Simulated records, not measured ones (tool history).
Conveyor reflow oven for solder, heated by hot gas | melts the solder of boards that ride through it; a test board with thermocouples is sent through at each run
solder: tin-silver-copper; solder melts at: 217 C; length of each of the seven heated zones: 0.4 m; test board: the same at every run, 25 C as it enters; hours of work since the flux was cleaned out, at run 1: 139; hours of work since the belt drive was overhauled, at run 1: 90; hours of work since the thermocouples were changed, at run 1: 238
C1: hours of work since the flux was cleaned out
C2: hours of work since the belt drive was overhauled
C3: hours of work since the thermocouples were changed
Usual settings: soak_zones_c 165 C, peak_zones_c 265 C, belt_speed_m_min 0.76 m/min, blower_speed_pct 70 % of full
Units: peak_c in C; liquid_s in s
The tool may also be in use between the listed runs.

run 1 hour=0 | soak_zones_c=165 peak_zones_c=265 belt_speed_m_min=0.76 blower_speed_pct=70 | C1=139 C2=90 C3=238 | peak_c=250.9 liquid_s=44.7
run 2 hour=10 | soak_zones_c=165 peak_zones_c=265 belt_speed_m_min=0.76 blower_speed_pct=70 | C1=144 C2=96 C3=243 | peak_c=251.1 liquid_s=44.7
run 3 hour=18.4 | soak_zones_c=165 peak_zones_c=265 belt_speed_m_min=0.76 blower_speed_pct=70 | C1=148 C2=100 C3=247 | peak_c=250.9 liquid_s=44.6
run 4 hour=23.6 | soak_zones_c=165 peak_zones_c=265 belt_speed_m_min=0.76 blower_speed_pct=70 | C1=151 C2=103 C3=250 | peak_c=251.1 liquid_s=44.8
run 5 hour=30.1 | soak_zones_c=165 peak_zones_c=265 belt_speed_m_min=0.736 blower_speed_pct=70 | C1=155 C2=106 C3=253 | peak_c=252.2 liquid_s=46.9
run 6 hour=39.7 | soak_zones_c=165 peak_zones_c=265 belt_speed_m_min=0.736 blower_speed_pct=70 | C1=160 C2=111 C3=258 | peak_c=252.1 liquid_s=47
run 7 hour=51.3 | soak_zones_c=165 peak_zones_c=266 belt_speed_m_min=0.76 blower_speed_pct=70 | C1=166 C2=117 C3=264 | peak_c=251.8 liquid_s=44.9
run 8 hour=58.5 | soak_zones_c=165 peak_zones_c=265 belt_speed_m_min=0.76 blower_speed_pct=70 | C1=169 C2=121 C3=268 | peak_c=250.8 liquid_s=44.5
run 9 hour=64.8 | soak_zones_c=176 peak_zones_c=280 belt_speed_m_min=0.756 blower_speed_pct=69 | C1=173 C2=124 C3=272 | peak_c=265.9 liquid_s=55
run 10 hour=72.6 | soak_zones_c=180 peak_zones_c=265 belt_speed_m_min=0.76 blower_speed_pct=80 | C1=177 C2=129 C3=276 | peak_c=254.8 liquid_s=51.5
run 11 hour=78.1 | soak_zones_c=180 peak_zones_c=265 belt_speed_m_min=0.898 blower_speed_pct=80 | C1=180 C2=131 C3=278 | peak_c=250.3 liquid_s=40.4
run 12 hour=87.7 | soak_zones_c=180 peak_zones_c=265 belt_speed_m_min=0.898 blower_speed_pct=80 | C1=185 C2=136 C3=284 | peak_c=250.1 liquid_s=40.4
run 13 hour=95.9 | soak_zones_c=165 peak_zones_c=265 belt_speed_m_min=0.773 blower_speed_pct=70 | C1=189 C2=141 C3=288 | peak_c=250.3 liquid_s=43.2
run 14 hour=102.4 | soak_zones_c=165 peak_zones_c=257 belt_speed_m_min=0.773 blower_speed_pct=55 | C1=192 C2=144 C3=291 | peak_c=239.7 liquid_s=34.4
run 15 hour=112.8 | soak_zones_c=165 peak_zones_c=257 belt_speed_m_min=0.773 blower_speed_pct=55 | C1=198 C2=150 C3=297 | peak_c=239.9 liquid_s=34.6
run 16 hour=123.7 | soak_zones_c=165 peak_zones_c=257 belt_speed_m_min=0.773 blower_speed_pct=55 | C1=204 C2=155 C3=302 | peak_c=239.6 liquid_s=34.5

Forecast each of these 3 alternatives for the next run:
run A hour=132.6 | soak_zones_c=167 peak_zones_c=265 belt_speed_m_min=0.76 blower_speed_pct=64 | C1=208 C2=160 C3=307 | peak_c=? liquid_s=?
run B hour=132.6 | soak_zones_c=165 peak_zones_c=268 belt_speed_m_min=0.76 blower_speed_pct=60 | C1=208 C2=160 C3=307 | peak_c=? liquid_s=?
run C hour=132.6 | soak_zones_c=165 peak_zones_c=255 belt_speed_m_min=0.773 blower_speed_pct=63 | C1=208 C2=160 C3=307 | peak_c=? liquid_s=?

run=A peak_c=249.7 liquid_s=43.9
run=B peak_c=251.1 liquid_s=44
run=C peak_c=240.1 liquid_s=35.2
Without the tool's hidden state the same runs would have given:
run=A peak_c=251.1 liquid_s=45.4
run=B peak_c=252.6 liquid_s=45.4
run=C peak_c=241.5 liquid_s=37.1
